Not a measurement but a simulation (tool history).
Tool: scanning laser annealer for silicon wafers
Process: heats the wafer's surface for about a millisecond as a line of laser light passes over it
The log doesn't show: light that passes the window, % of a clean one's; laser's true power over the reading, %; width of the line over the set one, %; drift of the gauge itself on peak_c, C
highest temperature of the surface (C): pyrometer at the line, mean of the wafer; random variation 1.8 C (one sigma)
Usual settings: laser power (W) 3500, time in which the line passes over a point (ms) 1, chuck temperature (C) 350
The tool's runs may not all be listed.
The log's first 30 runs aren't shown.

run   hour  laser power (W)  time in which the line passes over a point (ms)  chuck temperature (C)  hours of work since the window was cleaned  hours of work since the power meter was calibrated  hours of work since the optics were aligned  highest temperature of the surface (C)
 31  457.4             3500                                             1.13                    352                                         204                                                 343                                          821                                    1064
 32  470.1             3500                                             1.13                    352                                         211                                                 350                                          827                                    1065
 33  483.4             3187                                                1                    350                                         217                                                 356                                          834                                     967
 34  497.8             3455                                             0.95                    366                                         224                                                 363                                          841                                    1021
 35  515.3             3455                                             0.95                    366                                         233                                                 372                                          850                                    1020
 36  530.3             3351                                                1                    345                                         241                                                 380                                          857                                     991
 37    547             3351                                                1                    345                                         249                                                 388                                          865                                     992
 38  562.1             3500                                             1.19                    350                                         257                                                 396                                          873                                    1076
 39  576.6             3028                                                1                    350                                         264                                                 403                                          880                                     936
 40  590.3             3526                                                1                    362                                         271                                                 410                                          887                                    1043
 41    602             3667                                             0.72                    311                                         277                                                 416                                          893                                     924
 42  614.9             3667                                             0.72                    311                                         283                                                 422                                          899                                     923

3 ways to go on from here, each from the tool as it stands after run 42. What would each give?
  A  627.2             3028                                             1.22                    311                                         289                                                 428                                          906                                       ?
  B  627.2             3352                                             0.87                    350                                         289                                                 428                                          906                                       ?
  C  627.2             3667                                             0.72                    312                                         289                                                 428                                          906                                       ?

run  highest temperature of the surface (C)
  A                                     943
  B                                     956
  C                                     923
Without the tool's hidden state the same runs would have given:
run  highest temperature of the surface (C)
  A                                     975
  B                                     986
  C                                     954

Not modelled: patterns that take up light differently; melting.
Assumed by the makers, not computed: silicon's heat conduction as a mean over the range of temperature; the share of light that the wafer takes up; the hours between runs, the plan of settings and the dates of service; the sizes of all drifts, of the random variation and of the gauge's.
